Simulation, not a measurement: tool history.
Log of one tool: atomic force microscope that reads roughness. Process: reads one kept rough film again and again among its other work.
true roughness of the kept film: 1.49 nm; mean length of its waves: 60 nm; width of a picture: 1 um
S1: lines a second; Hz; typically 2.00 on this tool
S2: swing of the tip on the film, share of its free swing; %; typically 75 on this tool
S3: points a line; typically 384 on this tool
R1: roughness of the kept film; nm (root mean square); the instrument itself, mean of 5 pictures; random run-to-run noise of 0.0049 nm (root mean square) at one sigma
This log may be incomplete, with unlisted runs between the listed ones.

run   hour    S1  S2    S3     R1
  1    0.0  2.00  75   384  1.347
  2   36.7  2.00  75   384  1.322
      46.6  -- new tip fitted
  3   81.8  2.00  75   384  1.364
  4  116.8  2.00  75   384  1.347
     181.0  -- new tip fitted
  5  188.2  3.27  75   384  1.324
  6  253.4  2.00  75   705  1.347
  7  299.6  2.00  75   705  1.333
     321.3  -- new tip fitted
  8  336.7  2.00  75   705  1.384
  9  385.6  2.00  75  1013  1.355
 10  426.6  3.39  60  1013  1.366
     459.7  -- new tip fitted
 11  504.7  3.39  60  1013  1.401
 12  579.0  1.10  84   412  1.349
     595.8  -- new tip fitted
 13  621.3  0.53  75   564  1.449
 14  659.7  2.00  82   722  1.330
 15  728.0  2.02  74   415  1.336
     731.9  -- new tip fitted
 16  771.2  2.02  74   415  1.374
 17  821.2  2.00  61   846  1.401
 18  859.0  0.53  81   309  1.380

Pick out some run-to-run changes in R1. Of each, how much would a tool without hidden state show as well, from the settings, what came in and chance, and how much is left for the hidden state and any gauge scatter not in both results compared?
Hidden state at play: radius of the tip, nm; height scale over the true one, %; drift of the gauge itself on roughness_nm, %.
Run 7 -> 8: new tip fitted. R1 +0.051 nm (root mean square): hidden state +0.042, all else +0.009.
Run 13 -> 14: S1 0.53 -> 2.00, S2 75 -> 82, S3 564 -> 722. R1 -0.119 nm (root mean square): hidden state -0.013, all else -0.106.

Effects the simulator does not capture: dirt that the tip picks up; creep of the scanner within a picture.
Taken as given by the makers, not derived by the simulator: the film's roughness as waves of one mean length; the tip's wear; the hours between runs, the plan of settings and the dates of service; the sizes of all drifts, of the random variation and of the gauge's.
